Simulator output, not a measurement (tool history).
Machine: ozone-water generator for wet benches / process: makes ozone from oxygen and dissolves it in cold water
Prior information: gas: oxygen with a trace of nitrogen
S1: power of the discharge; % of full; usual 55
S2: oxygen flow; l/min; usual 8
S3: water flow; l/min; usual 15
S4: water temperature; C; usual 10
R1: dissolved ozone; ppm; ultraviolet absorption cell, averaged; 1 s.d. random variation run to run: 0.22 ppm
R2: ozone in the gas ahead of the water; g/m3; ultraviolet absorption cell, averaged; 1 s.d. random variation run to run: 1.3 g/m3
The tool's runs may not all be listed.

Run 1, hour 0: usual settings. Result: R1 33.6 ppm, R2 230.9 g/m3.
Run 2, hour 55.5: usual settings. Result: R1 33.2 ppm, R2 229.2 g/m3.
Run 3, hour 157.3: usual settings. Result: R1 33.3 ppm, R2 229.8 g/m3.
Run 4, hour 211.6: usual settings. Result: R1 33.3 ppm, R2 229.3 g/m3.
Run 5, hour 264.9: usual settings but S1 76 % of full. Result: R1 41.6 ppm, R2 289.8 g/m3.
Run 6, hour 320.4: usual settings but S1 76 % of full. Result: R1 42.5 ppm, R2 291.9 g/m3.
Run 7, hour 409.6: usual settings but S4 16 C. Result: R1 29.8 ppm, R2 227.7 g/m3.
Run 8, hour 459: usual settings. Result: R1 33.4 ppm, R2 232.3 g/m3.
Run 9, hour 545.3: usual settings. Result: R1 33.3 ppm, R2 230.4 g/m3.
Run 10, hour 657.9: usual settings but S4 8 C. Result: R1 34.9 ppm, R2 230.4 g/m3.
Run 11, hour 727.6: usual settings but S4 8 C. Result: R1 34.4 ppm, R2 231.8 g/m3.
Run 12, hour 823.8: usual settings but S4 8 C. Result: R1 34.3 ppm, R2 231.1 g/m3.
Run 13, hour 923: usual settings but S1 54 % of full, S4 8 C. Result: R1 34.3 ppm, R2 228.1 g/m3.
Run 14, hour 1015.5: usual settings but S1 51 % of full. Result: R1 31.6 ppm, R2 218.4 g/m3.
At hour 1098.1: water thermometer calibrated.
Run 15, hour 1120.7: usual settings but S2 6.16 l/min, S3 20 l/min. Result: R1 26.7 ppm, R2 260.2 g/m3.
Run 16, hour 1212.2: usual settings but S1 45 % of full, S2 6.94 l/min, S3 20 l/min, S4 13 C. Result: R1 22.3 ppm, R2 214.7 g/m3.
Run 17, hour 1279.9: usual settings but S1 45 % of full, S2 5.23 l/min, S3 20 l/min, S4 13 C. Result: R1 21.8 ppm, R2 247 g/m3.
Run 18, hour 1347.3: usual settings but S2 8.87 l/min, S3 17 l/min. Result: R1 30.4 ppm, R2 221 g/m3.
Run 19, hour 1446: usual settings but S3 12 l/min, S4 16 C. Result: R1 33.6 ppm, R2 231.2 g/m3.
Run 20, hour 1550.7: usual settings but S3 12 l/min, S4 16 C. Result: R1 34 ppm, R2 232.4 g/m3.
Run 21, hour 1600.5: usual settings but S1 43 % of full, S3 13 l/min, S4 14 C. Result: R1 28.2 ppm, R2 195 g/m3.
Run 22, hour 1692.7: usual settings but S1 43 % of full, S3 13 l/min, S4 14 C. Result: R1 28.3 ppm, R2 194.6 g/m3.
Run 23, hour 1758.5: usual settings but S1 43 % of full, S2 4.34 l/min, S3 23 l/min, S4 11 C. Result: R1 18.1 ppm, R2 259.3 g/m3.
Run 24, hour 1872.6: usual settings but S1 43 % of full, S2 4.34 l/min, S3 23 l/min, S4 11 C. Result: R1 18.1 ppm, R2 258.8 g/m3.
Run 25, hour 1988.7: usual settings but S1 43 % of full, S2 5.31 l/min, S3 19 l/min, S4 11 C. Result: R1 22.8 ppm, R2 236.5 g/m3.
Run 26, hour 2048.6: usual settings but S3 13 l/min. Result: R1 36.7 ppm, R2 231.5 g/m3.
Run 27, hour 2152.6: usual settings but S1 42 % of full. Result: R1 27.3 ppm, R2 193.4 g/m3.
Run 28, hour 2217.8: usual settings but S1 41 % of full, S4 14 C. Result: R1 24.9 ppm, R2 188.9 g/m3.

What if the next run were any one of these 4? Each begins from the tool's condition after run 28:
Run A, hour 2269.7: usual settings but S1 41 % of full, S2 7.83 l/min, S3 14 l/min, S4 14 C. Result: R1 ?, R2 ?.
Run B, hour 2269.7: usual settings but S1 41 % of full, S2 6.75 l/min, S3 16 l/min, S4 8 C. Result: R1 ?, R2 ?.
Run C, hour 2269.7: usual settings but S3 11 l/min, S4 14 C. Result: R1 ?, R2 ?.
Run D, hour 2269.7: usual settings but S1 48 % of full, S2 11.74 l/min, S3 16 l/min. Result: R1 ?, R2 ?.

run    R1     R2
  A    26  191.1
  B  26.8  204.9
  C    37  234.1
  D  28.2  178.6
Stripped of hidden state, with their random variation kept, the same runs would have yielded:
run    R1     R2
  A  26.1  187.1
  B  26.8  200.7
  C  37.1  229.3
  D  28.2    175
